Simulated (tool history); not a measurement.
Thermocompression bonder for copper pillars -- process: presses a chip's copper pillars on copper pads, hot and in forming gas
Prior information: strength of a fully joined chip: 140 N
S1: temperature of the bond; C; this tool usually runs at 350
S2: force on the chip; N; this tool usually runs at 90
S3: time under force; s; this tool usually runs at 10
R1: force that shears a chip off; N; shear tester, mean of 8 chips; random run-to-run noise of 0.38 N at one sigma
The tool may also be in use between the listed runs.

{"run": 1, "day": 0.0, "S1": 350, "S2": 90, "S3": 10, "R1": 61.2}
{"run": 2, "day": 1.0, "S1": 350, "S2": 90, "S3": 10, "R1": 60.9}
{"run": 3, "day": 1.896, "S1": 350, "S2": 90, "S3": 10, "R1": 60.7}
{"run": 4, "day": 2.604, "S1": 350, "S2": 103, "S3": 10, "R1": 65.6}
{"run": 5, "day": 3.121, "S1": 350, "S2": 103, "S3": 10, "R1": 66}
{"run": 6, "day": 4.029, "S1": 350, "S2": 103, "S3": 10, "R1": 66}
{"run": 7, "day": 4.996, "S1": 350, "S2": 103, "S3": 10, "R1": 65.5}
{"run": 8, "day": 5.908, "S1": 350, "S2": 103, "S3": 10, "R1": 66}
{"run": 9, "day": 6.508, "S1": 350, "S2": 103, "S3": 10, "R1": 65.4}
{"run": 10, "day": 7.4, "S1": 350, "S2": 103, "S3": 10, "R1": 66}
{"run": 11, "day": 7.958, "S1": 350, "S2": 103, "S3": 10, "R1": 66.1}
{"run": 12, "day": 8.942, "S1": 350, "S2": 103, "S3": 10, "R1": 64.8}
{"run": 13, "day": 9.417, "S1": 350, "S2": 103, "S3": 10, "R1": 65.4}
{"run": 14, "day": 10.088, "S1": 350, "S2": 103, "S3": 10, "R1": 65.1}
{"run": 15, "day": 10.904, "S1": 350, "S2": 90, "S3": 10, "R1": 59.8}
{"run": 16, "day": 11.483, "S1": 350, "S2": 90, "S3": 20, "R1": 75.6}
{"run": 17, "day": 12.238, "S1": 350, "S2": 90, "S3": 20, "R1": 75.6}
{"run": 18, "day": 12.979, "S1": 350, "S2": 90, "S3": 20, "R1": 73.8}
{"run": 19, "day": 13.592, "S1": 350, "S2": 90, "S3": 20, "R1": 74.7}
{"run": 20, "day": 14.3, "S1": 350, "S2": 90, "S3": 20, "R1": 74.1}
{"run": 21, "day": 14.988, "S1": 350, "S2": 90, "S3": 20, "R1": 74.5}
{"run": 22, "day": 15.65, "S1": 350, "S2": 82, "S3": 9, "R1": 53.7}
{"run": 23, "day": 16.654, "S1": 327, "S2": 108, "S3": 22, "R1": 70.1}
{"run": 24, "day": 17.196, "S1": 327, "S2": 108, "S3": 22, "R1": 70.2}
{"run": 25, "day": 17.942, "S1": 337, "S2": 90, "S3": 12, "R1": 54.8}
{"run": 26, "day": 18.483, "S1": 372, "S2": 115, "S3": 12, "R1": 86.1}
{"day": 18.875, "done": "forming gas filter changed"}
{"run": 27, "day": 19.433, "S1": 348, "S2": 78, "S3": 10, "R1": 56.2}
{"run": 28, "day": 20.475, "S1": 368, "S2": 106, "S3": 12, "R1": 86.9}
{"run": 29, "day": 21.446, "S1": 350, "S2": 77, "S3": 10, "R1": 56.8}
{"run": 30, "day": 22.3, "S1": 350, "S2": 77, "S3": 10, "R1": 57.6}
{"run": 31, "day": 23.254, "S1": 350, "S2": 90, "S3": 24, "R1": 84.6}
{"run": 32, "day": 23.992, "S1": 350, "S2": 61, "S3": 9, "R1": 46.1}
{"run": 33, "day": 24.492, "S1": 350, "S2": 61, "S3": 9, "R1": 46.2}
{"run": 34, "day": 25.096, "S1": 350, "S2": 61, "S3": 9, "R1": 45.6}
{"run": 35, "day": 25.983, "S1": 342, "S2": 101, "S3": 14, "R1": 70.9}
{"run": 36, "day": 27.05, "S1": 342, "S2": 105, "S3": 14, "R1": 72.4}
{"run": 37, "day": 27.621, "S1": 325, "S2": 105, "S3": 24, "R1": 73.9}
{"run": 38, "day": 28.288, "S1": 361, "S2": 61, "S3": 8, "R1": 48.5}
{"run": 39, "day": 29.038, "S1": 361, "S2": 61, "S3": 8, "R1": 48.9}

4 ways to go on from here, each from the tool as it stands after run 39. What would each give?
{"run": "A", "day": 29.508, "S1": 328, "S2": 61, "S3": 8, "R1": "?"}
{"run": "B", "day": 29.508, "S1": 342, "S2": 71, "S3": 10, "R1": "?"}
{"run": "C", "day": 29.508, "S1": 361, "S2": 128, "S3": 8, "R1": "?"}
{"run": "D", "day": 29.508, "S1": 350, "S2": 109, "S3": 11, "R1": "?"}

run=A R1=33.6
run=B R1=48.5
run=C R1=78.4
run=D R1=72.4
With the hidden condition removed and each run's random variation left untouched, the same runs would have given:
run=A R1=31.3
run=B R1=45.7
run=C R1=75.8
run=D R1=69.4
